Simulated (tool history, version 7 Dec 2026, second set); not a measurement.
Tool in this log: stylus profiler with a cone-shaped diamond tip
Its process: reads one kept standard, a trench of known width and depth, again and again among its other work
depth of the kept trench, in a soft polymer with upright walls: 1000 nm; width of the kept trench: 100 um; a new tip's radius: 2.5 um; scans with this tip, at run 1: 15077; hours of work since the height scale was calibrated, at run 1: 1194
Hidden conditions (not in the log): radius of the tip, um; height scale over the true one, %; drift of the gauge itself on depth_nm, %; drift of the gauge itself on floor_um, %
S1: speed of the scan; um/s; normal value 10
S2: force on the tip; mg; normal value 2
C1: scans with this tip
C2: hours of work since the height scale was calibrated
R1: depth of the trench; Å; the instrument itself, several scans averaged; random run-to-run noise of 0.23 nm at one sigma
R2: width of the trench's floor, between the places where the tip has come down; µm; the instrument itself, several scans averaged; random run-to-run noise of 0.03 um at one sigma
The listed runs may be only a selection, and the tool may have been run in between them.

run	hour	S1	S2	C1	C2	R1	R2
1	0	10	2	15077	1194	10128.8	94.08
2	58.7	10	0.93	15405	1220	10096.7	93.96
3	122.7	10	0.93	15763	1249	10094.5	93.98
4	163.9	4	2	15994	1267	10131.1	94.03
5	219.9	4	2	16306	1292	10131.2	93.99
6	278.6	10	2	16635	1318	10134.3	93.95
7	307.4	2	2	16796	1331	10133.7	93.97
8	359.1	40	2	17085	1353	10130.4	93.69
9	388	4	2	17247	1366	10135.1	93.98
10	432.8	4	2	17497	1386	10131.5	93.86
11	464.2	4	2	17673	1400	10133.3	93.84
12	525.4	10	1.52	18015	1427	10119	93.8
13	593.7	10	1.52	18397	1457	10121.2	93.77
14	622.8	10	2	18560	1470	10136.1	93.82
15	683.7	10	2	18900	1497	10138.1	93.74
16	731.9	5	2	19170	1519	10137.8	93.65
17	789.5	10	2	19492	1544	10141.1	93.67
18	849.9	10	2	19830	1571	10138.4	93.65
19	880.9	10	2	20003	1585	10141.9	93.59
20	931.5	10	2	20286	1607	10140.1	93.54
21	984.9	10	2	20585	1631	10141.4	93.58
22	1033.7	15	2.63	20858	1652	10156.6	93.49
23	1090.9	4	0.7	21178	1678	10097.2	93.54
24	1123	4	0.7	21357	1692	10101.5	93.5

Expected results for the next run?
25	1185.8	10	1.02	21708	1720	?	?

{"run 25": {"R1": 10117.6, "R2": 93.38}}
Minus the tool's unlogged condition, the same run would have read R1 10059.8 Å, R2 95.87 µm.
